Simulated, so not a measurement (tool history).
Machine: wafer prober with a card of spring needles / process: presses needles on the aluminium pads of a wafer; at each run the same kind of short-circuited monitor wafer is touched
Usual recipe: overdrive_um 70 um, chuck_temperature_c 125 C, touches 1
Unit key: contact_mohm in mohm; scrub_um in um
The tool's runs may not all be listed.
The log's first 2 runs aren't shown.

run,hour,overdrive_um,chuck_temperature_c,touches,contact_mohm,scrub_um
3,11.6,74,125,1,140,9.95
# hour 14.5: tips cleaned on abrasive film
4,20.0,74,125,2,137,9.94
5,25.7,71,125,1,141,9.56
6,32.1,71,125,1,142,9.56
# hour 37.5: tips cleaned on abrasive film
7,38.2,71,125,1,137,9.52
8,44.9,71,125,1,141,9.53
9,51.8,71,125,1,142,9.54
10,58.7,71,125,1,142,9.53
# hour 60.6: tips cleaned on abrasive film
11,64.0,70,45,1,129,9.38
12,68.9,58,125,1,140,7.79
13,75.9,70,125,1,144,9.39
14,82.8,70,125,1,138,9.40
# hour 83.6: tips cleaned on abrasive film
15,86.7,80,125,1,137,10.74
16,95.3,80,125,1,141,10.76
17,101.3,70,125,3,142,9.40
18,105.5,70,125,3,141,9.40
# hour 106.6: tips cleaned on abrasive film
19,110.0,59,125,1,139,7.93
20,114.6,87,125,3,138,11.68
21,120.2,55,125,3,142,7.37

Run 22 is up next; what results do you expect?
22,124.2,70,62,1,?,?

contact_mohm: 128 mohm
scrub_um: 9.41 um
Had the tool carried no hidden state, the very same run would have given contact_mohm 128 mohm, scrub_um 9.41 um.
